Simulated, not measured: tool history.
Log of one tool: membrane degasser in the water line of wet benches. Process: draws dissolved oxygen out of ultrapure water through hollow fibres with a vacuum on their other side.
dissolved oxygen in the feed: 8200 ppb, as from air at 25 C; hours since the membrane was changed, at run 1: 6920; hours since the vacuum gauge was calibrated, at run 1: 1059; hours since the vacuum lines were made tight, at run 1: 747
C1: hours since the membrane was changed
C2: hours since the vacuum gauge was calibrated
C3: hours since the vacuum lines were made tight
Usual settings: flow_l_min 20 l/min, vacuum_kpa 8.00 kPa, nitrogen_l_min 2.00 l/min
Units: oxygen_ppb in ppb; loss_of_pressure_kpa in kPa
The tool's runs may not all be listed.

run 1 day=0.000 | flow_l_min=20 vacuum_kpa=8.00 nitrogen_l_min=2.00 | C1=6920 C2=1059 C3=747 | oxygen_ppb=182.2 loss_of_pressure_kpa=51.47
run 2 day=5.612 | flow_l_min=20 vacuum_kpa=8.00 nitrogen_l_min=2.00 | C1=7054 C2=1194 C3=882 | oxygen_ppb=184.7 loss_of_pressure_kpa=51.66
run 3 day=14.896 | flow_l_min=20 vacuum_kpa=8.00 nitrogen_l_min=2.00 | C1=7277 C2=1417 C3=1104 | oxygen_ppb=188.0 loss_of_pressure_kpa=51.89
run 4 day=22.612 | flow_l_min=20 vacuum_kpa=8.00 nitrogen_l_min=2.00 | C1=7462 C2=1602 C3=1290 | oxygen_ppb=185.8 loss_of_pressure_kpa=51.71
run 5 day=33.304 | flow_l_min=20 vacuum_kpa=19.28 nitrogen_l_min=2.00 | C1=7719 C2=1858 C3=1546 | oxygen_ppb=436.1 loss_of_pressure_kpa=51.98
run 6 day=44.471 | flow_l_min=20 vacuum_kpa=19.28 nitrogen_l_min=2.00 | C1=7987 C2=2126 C3=1814 | oxygen_ppb=439.7 loss_of_pressure_kpa=52.35
run 7 day=54.608 | flow_l_min=20 vacuum_kpa=19.28 nitrogen_l_min=2.00 | C1=8230 C2=2370 C3=2057 | oxygen_ppb=446.9 loss_of_pressure_kpa=52.64
run 8 day=65.038 | flow_l_min=20 vacuum_kpa=19.28 nitrogen_l_min=2.00 | C1=8480 C2=2620 C3=2308 | oxygen_ppb=451.9 loss_of_pressure_kpa=52.68
run 9 day=74.400 | flow_l_min=20 vacuum_kpa=19.28 nitrogen_l_min=2.00 | C1=8705 C2=2845 C3=2532 | oxygen_ppb=453.4 loss_of_pressure_kpa=53.02
-- day=75.196 vacuum gauge calibrated
run 10 day=80.642 | flow_l_min=20 vacuum_kpa=19.28 nitrogen_l_min=2.00 | C1=8855 C2=131 C3=2682 | oxygen_ppb=446.9 loss_of_pressure_kpa=52.78
-- day=84.525 membrane cartridge changed
-- day=90.933 seals of the vacuum lines changed
run 11 day=91.275 | flow_l_min=20 vacuum_kpa=19.28 nitrogen_l_min=2.00 | C1=160 C2=380 C3=8 | oxygen_ppb=415.4 loss_of_pressure_kpa=46.63
run 12 day=96.750 | flow_l_min=20 vacuum_kpa=19.28 nitrogen_l_min=5.27 | C1=291 C2=511 C3=140 | oxygen_ppb=195.2 loss_of_pressure_kpa=47.21
run 13 day=107.679 | flow_l_min=20 vacuum_kpa=19.28 nitrogen_l_min=5.27 | C1=554 C2=774 C3=402 | oxygen_ppb=194.0 loss_of_pressure_kpa=47.14
run 14 day=115.721 | flow_l_min=20 vacuum_kpa=19.28 nitrogen_l_min=5.27 | C1=747 C2=967 C3=595 | oxygen_ppb=196.0 loss_of_pressure_kpa=47.06
run 15 day=125.646 | flow_l_min=20 vacuum_kpa=19.28 nitrogen_l_min=5.27 | C1=985 C2=1205 C3=833 | oxygen_ppb=200.0 loss_of_pressure_kpa=47.47
run 16 day=132.029 | flow_l_min=20 vacuum_kpa=19.28 nitrogen_l_min=5.27 | C1=1138 C2=1358 C3=986 | oxygen_ppb=199.4 loss_of_pressure_kpa=47.43
-- day=139.400 vacuum gauge calibrated, once more
run 17 day=139.779 | flow_l_min=20 vacuum_kpa=19.28 nitrogen_l_min=5.27 | C1=1324 C2=9 C3=1172 | oxygen_ppb=191.9 loss_of_pressure_kpa=47.63
run 18 day=148.875 | flow_l_min=20 vacuum_kpa=12.48 nitrogen_l_min=3.01 | C1=1542 C2=227 C3=1390 | oxygen_ppb=197.0 loss_of_pressure_kpa=47.49
run 19 day=155.067 | flow_l_min=20 vacuum_kpa=12.48 nitrogen_l_min=3.01 | C1=1690 C2=376 C3=1539 | oxygen_ppb=197.5 loss_of_pressure_kpa=48.05
run 20 day=165.425 | flow_l_min=12 vacuum_kpa=8.81 nitrogen_l_min=1.66 | C1=1939 C2=625 C3=1787 | oxygen_ppb=105.5 loss_of_pressure_kpa=28.48
run 21 day=176.488 | flow_l_min=12 vacuum_kpa=8.81 nitrogen_l_min=1.66 | C1=2205 C2=890 C3=2053 | oxygen_ppb=106.1 loss_of_pressure_kpa=28.89
run 22 day=184.000 | flow_l_min=25 vacuum_kpa=8.81 nitrogen_l_min=1.14 | C1=2385 C2=1070 C3=2233 | oxygen_ppb=377.9 loss_of_pressure_kpa=60.03
run 23 day=194.896 | flow_l_min=25 vacuum_kpa=8.81 nitrogen_l_min=4.78 | C1=2646 C2=1332 C3=2495 | oxygen_ppb=190.4 loss_of_pressure_kpa=60.15
run 24 day=204.750 | flow_l_min=20 vacuum_kpa=8.00 nitrogen_l_min=1.70 | C1=2883 C2=1568 C3=2731 | oxygen_ppb=191.0 loss_of_pressure_kpa=48.57
-- day=212.688 seals of the vacuum lines changed
run 25 day=216.092 | flow_l_min=20 vacuum_kpa=8.00 nitrogen_l_min=1.70 | C1=3153 C2=1839 C3=82 | oxygen_ppb=192.7 loss_of_pressure_kpa=49.03
run 26 day=224.408 | flow_l_min=22 vacuum_kpa=16.94 nitrogen_l_min=1.70 | C1=3353 C2=2038 C3=281 | oxygen_ppb=468.2 loss_of_pressure_kpa=53.88
run 27 day=235.717 | flow_l_min=22 vacuum_kpa=16.94 nitrogen_l_min=1.70 | C1=3624 C2=2310 C3=553 | oxygen_ppb=472.7 loss_of_pressure_kpa=54.00
run 28 day=245.825 | flow_l_min=13 vacuum_kpa=7.63 nitrogen_l_min=1.73 | C1=3867 C2=2552 C3=795 | oxygen_ppb=91.5 loss_of_pressure_kpa=32.27
run 29 day=256.850 | flow_l_min=21 vacuum_kpa=4.97 nitrogen_l_min=3.21 | C1=4131 C2=2817 C3=1060 | oxygen_ppb=102.5 loss_of_pressure_kpa=51.63
run 30 day=262.262 | flow_l_min=20 vacuum_kpa=14.90 nitrogen_l_min=4.80 | C1=4261 C2=2947 C3=1190 | oxygen_ppb=181.2 loss_of_pressure_kpa=49.61
run 31 day=268.054 | flow_l_min=20 vacuum_kpa=14.90 nitrogen_l_min=4.80 | C1=4400 C2=3086 C3=1329 | oxygen_ppb=180.2 loss_of_pressure_kpa=50.15

4 ways to go on from here, each from the tool as it stands after run 31. What would each give?
run A day=275.900 | flow_l_min=21 vacuum_kpa=8.00 nitrogen_l_min=2.00 | C1=4588 C2=3274 C3=1517 | oxygen_ppb=? loss_of_pressure_kpa=?
run B day=275.900 | flow_l_min=18 vacuum_kpa=14.90 nitrogen_l_min=4.80 | C1=4588 C2=3274 C3=1517 | oxygen_ppb=? loss_of_pressure_kpa=?
run C day=275.900 | flow_l_min=24 vacuum_kpa=14.90 nitrogen_l_min=4.07 | C1=4588 C2=3274 C3=1517 | oxygen_ppb=? loss_of_pressure_kpa=?
run D day=275.900 | flow_l_min=17 vacuum_kpa=14.90 nitrogen_l_min=4.80 | C1=4588 C2=3274 C3=1517 | oxygen_ppb=? loss_of_pressure_kpa=?

run=A oxygen_ppb=198.7 loss_of_pressure_kpa=52.46
run=B oxygen_ppb=146.4 loss_of_pressure_kpa=44.88
run=C oxygen_ppb=280.2 loss_of_pressure_kpa=59.65
run=D oxygen_ppb=135.6 loss_of_pressure_kpa=42.69
Without the tool's hidden state the same runs would have given:
run=A oxygen_ppb=171.3 loss_of_pressure_kpa=49.14
run=B oxygen_ppb=130.9 loss_of_pressure_kpa=42.03
run=C oxygen_ppb=247.1 loss_of_pressure_kpa=55.86
run=D oxygen_ppb=121.9 loss_of_pressure_kpa=40.00
